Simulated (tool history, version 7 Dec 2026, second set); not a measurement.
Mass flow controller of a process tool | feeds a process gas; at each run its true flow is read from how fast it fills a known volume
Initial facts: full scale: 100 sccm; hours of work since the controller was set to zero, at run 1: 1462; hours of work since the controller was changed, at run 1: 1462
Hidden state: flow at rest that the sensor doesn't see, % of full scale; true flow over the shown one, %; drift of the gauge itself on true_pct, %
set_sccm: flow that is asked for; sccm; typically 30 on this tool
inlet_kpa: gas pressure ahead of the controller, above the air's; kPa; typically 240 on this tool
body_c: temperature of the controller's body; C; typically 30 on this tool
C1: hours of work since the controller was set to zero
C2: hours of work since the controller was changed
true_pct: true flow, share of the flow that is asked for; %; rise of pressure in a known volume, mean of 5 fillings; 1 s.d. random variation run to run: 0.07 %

{"run": 1, "hour": 0.0, "set_sccm": 30, "inlet_kpa": 240, "body_c": 30, "C1": 1462, "C2": 1462, "true_pct": 98.94}
{"run": 2, "hour": 310.7, "set_sccm": 30, "inlet_kpa": 240, "body_c": 30, "C1": 1629, "C2": 1629, "true_pct": 99.04}
{"run": 3, "hour": 478.1, "set_sccm": 30, "inlet_kpa": 240, "body_c": 30, "C1": 1719, "C2": 1719, "true_pct": 98.89}
{"run": 4, "hour": 864.6, "set_sccm": 30, "inlet_kpa": 240, "body_c": 30, "C1": 1926, "C2": 1926, "true_pct": 99.02}
{"run": 5, "hour": 1250.7, "set_sccm": 30, "inlet_kpa": 240, "body_c": 30, "C1": 2133, "C2": 2133, "true_pct": 99.08}
{"run": 6, "hour": 1478.5, "set_sccm": 30, "inlet_kpa": 158, "body_c": 30, "C1": 2255, "C2": 2255, "true_pct": 99.46}
{"run": 7, "hour": 1679.0, "set_sccm": 30, "inlet_kpa": 158, "body_c": 30, "C1": 2363, "C2": 2363, "true_pct": 99.45}
{"run": 8, "hour": 1962.0, "set_sccm": 30, "inlet_kpa": 158, "body_c": 30, "C1": 2514, "C2": 2514, "true_pct": 99.46}
{"run": 9, "hour": 2303.8, "set_sccm": 30, "inlet_kpa": 240, "body_c": 30, "C1": 2698, "C2": 2698, "true_pct": 99.19}
{"run": 10, "hour": 2532.7, "set_sccm": 30, "inlet_kpa": 240, "body_c": 30, "C1": 2820, "C2": 2820, "true_pct": 99.02}
{"run": 11, "hour": 2722.9, "set_sccm": 30, "inlet_kpa": 240, "body_c": 30, "C1": 2922, "C2": 2922, "true_pct": 99.26}
{"run": 12, "hour": 2951.8, "set_sccm": 30, "inlet_kpa": 240, "body_c": 30, "C1": 3045, "C2": 3045, "true_pct": 99.07}
{"run": 13, "hour": 3139.1, "set_sccm": 30, "inlet_kpa": 240, "body_c": 30, "C1": 3145, "C2": 3145, "true_pct": 99.16}
{"run": 14, "hour": 3303.7, "set_sccm": 30, "inlet_kpa": 240, "body_c": 29, "C1": 3234, "C2": 3234, "true_pct": 99.25}
{"run": 15, "hour": 3646.6, "set_sccm": 30, "inlet_kpa": 240, "body_c": 34, "C1": 3418, "C2": 3418, "true_pct": 99.25}
{"run": 16, "hour": 4015.7, "set_sccm": 30, "inlet_kpa": 240, "body_c": 34, "C1": 3615, "C2": 3615, "true_pct": 99.3}
{"run": 17, "hour": 4384.3, "set_sccm": 30, "inlet_kpa": 240, "body_c": 34, "C1": 3813, "C2": 3813, "true_pct": 99.32}
{"run": 18, "hour": 4544.4, "set_sccm": 12, "inlet_kpa": 240, "body_c": 30, "C1": 3899, "C2": 3899, "true_pct": 101.14}
{"run": 19, "hour": 4817.0, "set_sccm": 30, "inlet_kpa": 240, "body_c": 24, "C1": 4045, "C2": 4045, "true_pct": 99.14}
{"run": 20, "hour": 5051.9, "set_sccm": 30, "inlet_kpa": 240, "body_c": 24, "C1": 4171, "C2": 4171, "true_pct": 99.25}
{"run": 21, "hour": 5285.3, "set_sccm": 30, "inlet_kpa": 240, "body_c": 24, "C1": 4296, "C2": 4296, "true_pct": 99.22}
{"run": 22, "hour": 5539.4, "set_sccm": 30, "inlet_kpa": 240, "body_c": 24, "C1": 4432, "C2": 4432, "true_pct": 99.4}
{"run": 23, "hour": 5928.7, "set_sccm": 30, "inlet_kpa": 240, "body_c": 27, "C1": 4641, "C2": 4641, "true_pct": 99.16}
{"run": 24, "hour": 6287.3, "set_sccm": 30, "inlet_kpa": 240, "body_c": 30, "C1": 4833, "C2": 4833, "true_pct": 99.51}
{"run": 25, "hour": 6618.9, "set_sccm": 30, "inlet_kpa": 240, "body_c": 30, "C1": 5011, "C2": 5011, "true_pct": 99.49}
{"run": 26, "hour": 6804.2, "set_sccm": 64, "inlet_kpa": 240, "body_c": 30, "C1": 5111, "C2": 5111, "true_pct": 98.96}
{"run": 27, "hour": 6999.1, "set_sccm": 35, "inlet_kpa": 151, "body_c": 31, "C1": 5215, "C2": 5215, "true_pct": 99.8}
{"hour": 7018.2, "done": "controller's zero set anew"}
{"run": 28, "hour": 7278.6, "set_sccm": 30, "inlet_kpa": 175, "body_c": 30, "C1": 140, "C2": 5365, "true_pct": 100.39}
{"run": 29, "hour": 7537.0, "set_sccm": 30, "inlet_kpa": 200, "body_c": 23, "C1": 278, "C2": 5503, "true_pct": 100.3}
{"run": 30, "hour": 7928.3, "set_sccm": 27, "inlet_kpa": 240, "body_c": 30, "C1": 488, "C2": 5713, "true_pct": 100.4}
{"run": 31, "hour": 8092.2, "set_sccm": 22, "inlet_kpa": 240, "body_c": 30, "C1": 576, "C2": 5801, "true_pct": 100.97}
{"hour": 8252.0, "done": "controller's zero set anew, once more"}
{"run": 32, "hour": 8434.6, "set_sccm": 39, "inlet_kpa": 250, "body_c": 39, "C1": 98, "C2": 5984, "true_pct": 97.62}
{"run": 33, "hour": 8764.6, "set_sccm": 39, "inlet_kpa": 262, "body_c": 21, "C1": 275, "C2": 6161, "true_pct": 97.24}
{"run": 34, "hour": 8983.2, "set_sccm": 30, "inlet_kpa": 270, "body_c": 30, "C1": 392, "C2": 6278, "true_pct": 97.36}
{"run": 35, "hour": 9182.9, "set_sccm": 14, "inlet_kpa": 140, "body_c": 36, "C1": 499, "C2": 6385, "true_pct": 98.04}
{"run": 36, "hour": 9382.6, "set_sccm": 20, "inlet_kpa": 201, "body_c": 30, "C1": 606, "C2": 6493, "true_pct": 97.72}
{"run": 37, "hour": 9732.2, "set_sccm": 76, "inlet_kpa": 240, "body_c": 32, "C1": 794, "C2": 6680, "true_pct": 98.11}
{"hour": 10078.8, "done": "controller exchanged for a calibrated one"}
{"run": 38, "hour": 10082.2, "set_sccm": 30, "inlet_kpa": 191, "body_c": 30, "C1": 2, "C2": 2, "true_pct": 99.05}
{"run": 39, "hour": 10395.5, "set_sccm": 58, "inlet_kpa": 191, "body_c": 34, "C1": 170, "C2": 170, "true_pct": 99.66}
{"run": 40, "hour": 10663.6, "set_sccm": 58, "inlet_kpa": 191, "body_c": 34, "C1": 314, "C2": 314, "true_pct": 99.78}
{"run": 41, "hour": 10834.6, "set_sccm": 58, "inlet_kpa": 191, "body_c": 34, "C1": 405, "C2": 405, "true_pct": 99.52}
{"run": 42, "hour": 11142.9, "set_sccm": 58, "inlet_kpa": 191, "body_c": 34, "C1": 571, "C2": 571, "true_pct": 99.59}
{"run": 43, "hour": 11532.9, "set_sccm": 11, "inlet_kpa": 240, "body_c": 30, "C1": 780, "C2": 780, "true_pct": 99.26}
{"run": 44, "hour": 11709.6, "set_sccm": 11, "inlet_kpa": 240, "body_c": 30, "C1": 874, "C2": 874, "true_pct": 99.25}
{"run": 45, "hour": 11946.2, "set_sccm": 11, "inlet_kpa": 240, "body_c": 30, "C1": 1001, "C2": 1001, "true_pct": 99.48}
{"run": 46, "hour": 12288.7, "set_sccm": 11, "inlet_kpa": 240, "body_c": 30, "C1": 1185, "C2": 1185, "true_pct": 99.5}
{"run": 47, "hour": 12650.1, "set_sccm": 11, "inlet_kpa": 240, "body_c": 30, "C1": 1379, "C2": 1379, "true_pct": 99.71}
{"run": 48, "hour": 12841.8, "set_sccm": 11, "inlet_kpa": 165, "body_c": 20, "C1": 1481, "C2": 1481, "true_pct": 99.9}

Alternative continuations, all from the tool just after run 48; predict every row:
{"run": "A", "hour": 13164.6, "set_sccm": 14, "inlet_kpa": 249, "body_c": 24, "C1": 1655, "C2": 1655, "true_pct": "?"}
{"run": "B", "hour": 13164.6, "set_sccm": 49, "inlet_kpa": 194, "body_c": 24, "C1": 1655, "C2": 1655, "true_pct": "?"}
{"run": "C", "hour": 13164.6, "set_sccm": 10, "inlet_kpa": 234, "body_c": 26, "C1": 1655, "C2": 1655, "true_pct": "?"}

run=A true_pct=99.46
run=B true_pct=99.33
run=C true_pct=100.11
Without the tool's hidden state the same runs would have given:
run=A true_pct=98.42
run=B true_pct=99.29
run=C true_pct=98.5

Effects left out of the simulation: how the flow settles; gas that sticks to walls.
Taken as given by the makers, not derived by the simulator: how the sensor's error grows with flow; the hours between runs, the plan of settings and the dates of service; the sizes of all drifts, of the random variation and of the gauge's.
